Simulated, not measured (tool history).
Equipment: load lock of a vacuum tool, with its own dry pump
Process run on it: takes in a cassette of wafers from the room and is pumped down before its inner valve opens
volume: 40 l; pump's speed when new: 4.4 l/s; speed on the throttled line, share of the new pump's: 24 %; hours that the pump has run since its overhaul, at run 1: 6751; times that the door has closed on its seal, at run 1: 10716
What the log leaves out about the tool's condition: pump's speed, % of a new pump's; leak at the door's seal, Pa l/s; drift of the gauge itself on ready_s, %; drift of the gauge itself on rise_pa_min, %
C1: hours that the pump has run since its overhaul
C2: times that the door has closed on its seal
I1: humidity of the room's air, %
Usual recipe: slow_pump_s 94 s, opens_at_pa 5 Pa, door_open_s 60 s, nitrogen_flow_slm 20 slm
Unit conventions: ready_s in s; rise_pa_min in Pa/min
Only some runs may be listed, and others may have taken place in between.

Run 1, hour 0: usual settings; C1 6751; C2 10716; I1 48.6. Result: ready_s 169.2 s, rise_pa_min 0.063 Pa/min.
Run 2, hour 232.5: usual settings; C1 6984; C2 11140; I1 40.5. Result: ready_s 169.8 s, rise_pa_min 0.055 Pa/min.
Run 3, hour 503.2: usual settings but nitrogen_flow_slm 13 slm; C1 7255; C2 11634; I1 39.9. Result: ready_s 169.5 s, rise_pa_min 0.061 Pa/min.
Run 4, hour 751.3: usual settings but door_open_s 91 s, nitrogen_flow_slm 13 slm; C1 7503; C2 12087; I1 43.1. Result: ready_s 169.2 s, rise_pa_min 0.072 Pa/min.
Run 5, hour 903.7: usual settings but door_open_s 228 s; C1 7655; C2 12365; I1 47.1. Result: ready_s 169.9 s, rise_pa_min 0.117 Pa/min.
Run 6, hour 1048.2: usual settings but door_open_s 228 s; C1 7800; C2 12629; I1 44.8. Result: ready_s 170.3 s, rise_pa_min 0.108 Pa/min.
Run 7, hour 1344.9: usual settings; C1 8096; C2 13170; I1 45.8. Result: ready_s 170.4 s, rise_pa_min 0.063 Pa/min.
Run 8, hour 1668.5: usual settings; C1 8420; C2 13761; I1 43.2. Result: ready_s 170.3 s, rise_pa_min 0.07 Pa/min.
Run 9, hour 1887.8: usual settings; C1 8639; C2 14161; I1 40.6. Result: ready_s 170.8 s, rise_pa_min 0.063 Pa/min.
Run 10, hour 2023.4: usual settings but door_open_s 59 s; C1 8775; C2 14409; I1 46.1. Result: ready_s 171.3 s, rise_pa_min 0.069 Pa/min.
Run 11, hour 2301: usual settings but door_open_s 59 s; C1 9052; C2 14916; I1 47.6. Result: ready_s 171 s, rise_pa_min 0.072 Pa/min.
Run 12, hour 2587.5: usual settings but door_open_s 59 s; C1 9339; C2 15438; I1 41.2. Result: ready_s 170.3 s, rise_pa_min 0.069 Pa/min.
Run 13, hour 2722: usual settings; C1 9473; C2 15684; I1 44.1. Result: ready_s 171.1 s, rise_pa_min 0.072 Pa/min.
Run 14, hour 2916.6: usual settings; C1 9668; C2 16039; I1 42.4. Result: ready_s 171.4 s, rise_pa_min 0.077 Pa/min.
Run 15, hour 3180.3: usual settings but nitrogen_flow_slm 6 slm; C1 9932; C2 16520; I1 46.4. Result: ready_s 170.2 s, rise_pa_min 0.09 Pa/min.
Run 16, hour 3438: usual settings but slow_pump_s 58 s, nitrogen_flow_slm 40 slm; C1 10190; C2 16991; I1 43.3. Result: ready_s 145.9 s, rise_pa_min 0.074 Pa/min.
Run 17, hour 3696.1: usual settings but slow_pump_s 58 s, nitrogen_flow_slm 40 slm; C1 10448; C2 17462; I1 44. Result: ready_s 146 s, rise_pa_min 0.067 Pa/min.
Run 18, hour 3942.2: usual settings but slow_pump_s 58 s, nitrogen_flow_slm 40 slm; C1 10694; C2 17911; I1 47.2. Result: ready_s 146.4 s, rise_pa_min 0.075 Pa/min.
Run 19, hour 4132.5: usual settings but door_open_s 87 s, nitrogen_flow_slm 26 slm; C1 10884; C2 18258; I1 46.4. Result: ready_s 172.3 s, rise_pa_min 0.091 Pa/min.
Run 20, hour 4313.5: usual settings but door_open_s 87 s, nitrogen_flow_slm 26 slm; C1 11065; C2 18589; I1 45.5. Result: ready_s 173 s, rise_pa_min 0.088 Pa/min.
Run 21, hour 4575.5: usual settings but slow_pump_s 99 s, door_open_s 87 s, nitrogen_flow_slm 26 slm; C1 11327; C2 19067; I1 44.8. Result: ready_s 175.8 s, rise_pa_min 0.095 Pa/min.
Run 22, hour 4899.5: usual settings but slow_pump_s 99 s, door_open_s 87 s, nitrogen_flow_slm 26 slm; C1 11651; C2 19658; I1 46.3. Result: ready_s 177.7 s, rise_pa_min 0.099 Pa/min.
Run 23, hour 5045: usual settings but slow_pump_s 99 s, opens_at_pa 8 Pa, door_open_s 178 s, nitrogen_flow_slm 25 slm; C1 11796; C2 19924; I1 43.5. Result: ready_s 171.3 s, rise_pa_min 0.12 Pa/min.
Run 24, hour 5260.1: usual settings but slow_pump_s 99 s, opens_at_pa 8 Pa, door_open_s 178 s, nitrogen_flow_slm 25 slm; C1 12012; C2 20316; I1 44. Result: ready_s 171.4 s, rise_pa_min 0.123 Pa/min.
Run 25, hour 5572.6: usual settings but slow_pump_s 78 s, opens_at_pa 8 Pa, door_open_s 178 s, nitrogen_flow_slm 5 slm; C1 12324; C2 20887; I1 42.5. Result: ready_s 156.4 s, rise_pa_min 0.151 Pa/min.
Run 26, hour 5714.8: usual settings but opens_at_pa 9 Pa, door_open_s 89 s; C1 12466; C2 21146; I1 43.2. Result: ready_s 167.3 s, rise_pa_min 0.107 Pa/min.
Run 27, hour 5878.2: usual settings but slow_pump_s 110 s, opens_at_pa 4 Pa, door_open_s 47 s, nitrogen_flow_slm 12 slm; C1 12630; C2 21445; I1 43. Result: ready_s 186.6 s, rise_pa_min 0.1 Pa/min.
Run 28, hour 6138.5: usual settings but slow_pump_s 50 s, nitrogen_flow_slm 6 slm; C1 12890; C2 21920; I1 44.2. Result: ready_s 141.8 s, rise_pa_min 0.112 Pa/min.
Run 29, hour 6341.2: usual settings but slow_pump_s 50 s, opens_at_pa 8 Pa, door_open_s 54 s, nitrogen_flow_slm 22 slm; C1 13093; C2 22290; I1 43.6. Result: ready_s 136.8 s, rise_pa_min 0.098 Pa/min.

Here are 4 independent what-if runs from the current tool condition. What would each one return?
Run A, hour 6574.4: usual settings but slow_pump_s 50 s, opens_at_pa 8 Pa, door_open_s 106 s, nitrogen_flow_slm 22 slm; C1 13326; C2 22715; I1 42.9. Result: ready_s ?, rise_pa_min ?.
Run B, hour 6574.4: usual settings but slow_pump_s 131 s, opens_at_pa 8 Pa, door_open_s 54 s, nitrogen_flow_slm 42 slm; C1 13326; C2 22715; I1 44.3. Result: ready_s ?, rise_pa_min ?.
Run C, hour 6574.4: usual settings but opens_at_pa 9 Pa; C1 13326; C2 22715; I1 47. Result: ready_s ?, rise_pa_min ?.
Run D, hour 6574.4: usual settings but slow_pump_s 115 s, opens_at_pa 7 Pa, door_open_s 54 s, nitrogen_flow_slm 8 slm; C1 13326; C2 22715; I1 45. Result: ready_s ?, rise_pa_min ?.

run  ready_s  rise_pa_min
  A      137        0.115
  B    195.5        0.092
  C    167.9        0.102
  D    185.8        0.108
The same runs, with their run-to-run variation unchanged, on a tool lacking any hidden condition would have given:
run  ready_s  rise_pa_min
  A    125.8        0.043
  B    187.2        0.021
  C    158.6        0.031
  D    176.7        0.036
